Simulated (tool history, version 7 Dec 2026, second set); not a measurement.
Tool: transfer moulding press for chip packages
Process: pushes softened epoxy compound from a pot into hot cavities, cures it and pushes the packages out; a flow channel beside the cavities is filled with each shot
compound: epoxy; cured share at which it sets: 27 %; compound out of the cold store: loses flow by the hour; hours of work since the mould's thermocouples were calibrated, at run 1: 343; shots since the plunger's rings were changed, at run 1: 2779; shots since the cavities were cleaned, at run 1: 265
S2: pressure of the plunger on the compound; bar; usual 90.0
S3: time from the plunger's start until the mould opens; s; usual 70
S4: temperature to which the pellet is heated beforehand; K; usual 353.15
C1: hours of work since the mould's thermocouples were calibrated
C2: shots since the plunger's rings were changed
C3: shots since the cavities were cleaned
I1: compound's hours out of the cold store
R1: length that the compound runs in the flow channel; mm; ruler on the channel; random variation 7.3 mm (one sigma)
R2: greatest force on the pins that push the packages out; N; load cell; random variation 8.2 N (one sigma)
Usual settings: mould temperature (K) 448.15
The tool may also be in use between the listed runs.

run 1 day=0.000 | mould_temperature_(K)=448.15 S2=90.0 S3=70 S4=353.15 | C1=343 C2=2779 C3=265 | I1=21.4 | R1=876 R2=339
run 2 day=1.225 | mould_temperature_(K)=448.15 S2=90.0 S3=70 S4=353.15 | C1=362 C2=3274 C3=760 | I1=23.5 | R1=853 R2=336
-- day=1.679 cavities cleaned with cleaning compound and waxed
run 3 day=2.700 | mould_temperature_(K)=448.15 S2=90.0 S3=84 S4=353.15 | C1=383 C2=3846 C3=414 | I1=47.2 | R1=734 R2=252
-- day=4.146 cavities cleaned with cleaning compound and waxed
run 4 day=4.217 | mould_temperature_(K)=448.15 S2=90.0 S3=84 S4=353.15 | C1=406 C2=4434 C3=29 | I1=33.8 | R1=794 R2=254
run 5 day=5.308 | mould_temperature_(K)=448.15 S2=90.0 S3=84 S4=353.15 | C1=423 C2=4876 C3=471 | I1=42.0 | R1=770 R2=258
-- day=5.896 plunger's sealing rings changed
-- day=6.612 cavities cleaned with cleaning compound and waxed
run 6 day=6.929 | mould_temperature_(K)=448.15 S2=90.0 S3=84 S4=353.15 | C1=445 C2=392 C3=127 | I1=31.5 | R1=830 R2=251
run 7 day=8.483 | mould_temperature_(K)=448.15 S2=90.0 S3=84 S4=353.15 | C1=469 C2=1020 C3=755 | I1=38.8 | R1=773 R2=255
-- day=8.975 cavities cleaned with cleaning compound and waxed
run 8 day=10.833 | mould_temperature_(K)=448.15 S2=90.0 S3=84 S4=353.15 | C1=505 C2=1946 C3=753 | I1=13.9 | R1=918 R2=268
-- day=11.442 cavities cleaned with cleaning compound and waxed
-- day=12.733 mould's thermocouples calibrated
run 9 day=12.767 | mould_temperature_(K)=448.15 S2=90.0 S3=104 S4=353.15 | C1=1 C2=2668 C3=502 | I1=43.3 | R1=760 R2=243
-- day=13.971 cavities cleaned with cleaning compound and waxed
run 10 day=14.008 | mould_temperature_(K)=448.15 S2=90.0 S3=70 S4=353.15 | C1=19 C2=3146 C3=16 | I1=24.4 | R1=859 R2=338
run 11 day=15.188 | mould_temperature_(K)=449.15 S2=90.0 S3=61 S4=353.15 | C1=37 C2=3621 C3=491 | I1=41.9 | R1=771 R2=416
-- day=16.304 cavities cleaned with cleaning compound and waxed
run 12 day=17.638 | mould_temperature_(K)=453.15 S2=98.2 S3=84 S4=360.15 | C1=74 C2=4588 C3=541 | I1=30.7 | R1=849 R2=231
-- day=18.642 cavities cleaned with cleaning compound and waxed
-- day=18.983 plunger's sealing rings changed
run 13 day=19.058 | mould_temperature_(K)=448.15 S2=98.2 S3=84 S4=360.15 | C1=93 C2=31 C3=128 | I1=23.5 | R1=888 R2=259
-- day=21.167 cavities cleaned with cleaning compound and waxed
run 14 day=21.262 | mould_temperature_(K)=447.15 S2=109.3 S3=70 S4=362.15 | C1=127 C2=896 C3=39 | I1=35.4 | R1=873 R2=354
run 15 day=22.712 | mould_temperature_(K)=442.15 S2=107.7 S3=56 S4=358.15 | C1=149 C2=1483 C3=626 | I1=33.3 | R1=900 R2=823
-- day=23.521 cavities cleaned with cleaning compound and waxed
run 16 day=24.200 | mould_temperature_(K)=444.15 S2=76.1 S3=83 S4=359.15 | C1=171 C2=2058 C3=274 | I1=21.7 | R1=820 R2=326
-- day=25.908 cavities cleaned with cleaning compound and waxed
run 17 day=26.504 | mould_temperature_(K)=444.15 S2=76.1 S3=83 S4=359.15 | C1=206 C2=2965 C3=240 | I1=19.2 | R1=813 R2=316
run 18 day=27.779 | mould_temperature_(K)=444.15 S2=97.0 S3=83 S4=359.15 | C1=225 C2=3481 C3=756 | I1=37.0 | R1=823 R2=285
-- day=28.404 cavities cleaned with cleaning compound and waxed
run 19 day=28.925 | mould_temperature_(K)=444.15 S2=97.0 S3=83 S4=359.15 | C1=242 C2=3919 C3=210 | I1=21.1 | R1=918 R2=328

Forecast each of these 3 alternatives for the next run:
-- day=30.754 cavities cleaned with cleaning compound and waxed
run A day=30.862 | mould_temperature_(K)=452.15 S2=90.0 S3=54 S4=353.15 | C1=271 C2=4677 C3=43 | I1=12.1 | R1=? R2=?
-- day=30.754 cavities cleaned with cleaning compound and waxed
run B day=30.862 | mould_temperature_(K)=444.15 S2=97.0 S3=74 S4=360.15 | C1=271 C2=4677 C3=43 | I1=11.3 | R1=? R2=?
-- day=30.754 cavities cleaned with cleaning compound and waxed
run C day=30.862 | mould_temperature_(K)=444.15 S2=99.5 S3=83 S4=356.15 | C1=271 C2=4677 C3=43 | I1=30.8 | R1=? R2=?

run=A R1=898 R2=501
run=B R1=995 R2=432
run=C R1=859 R2=322
Without the tool's hidden state the same runs would have given:
run=A R1=899 R2=500
run=B R1=997 R2=431
run=C R1=861 R2=321
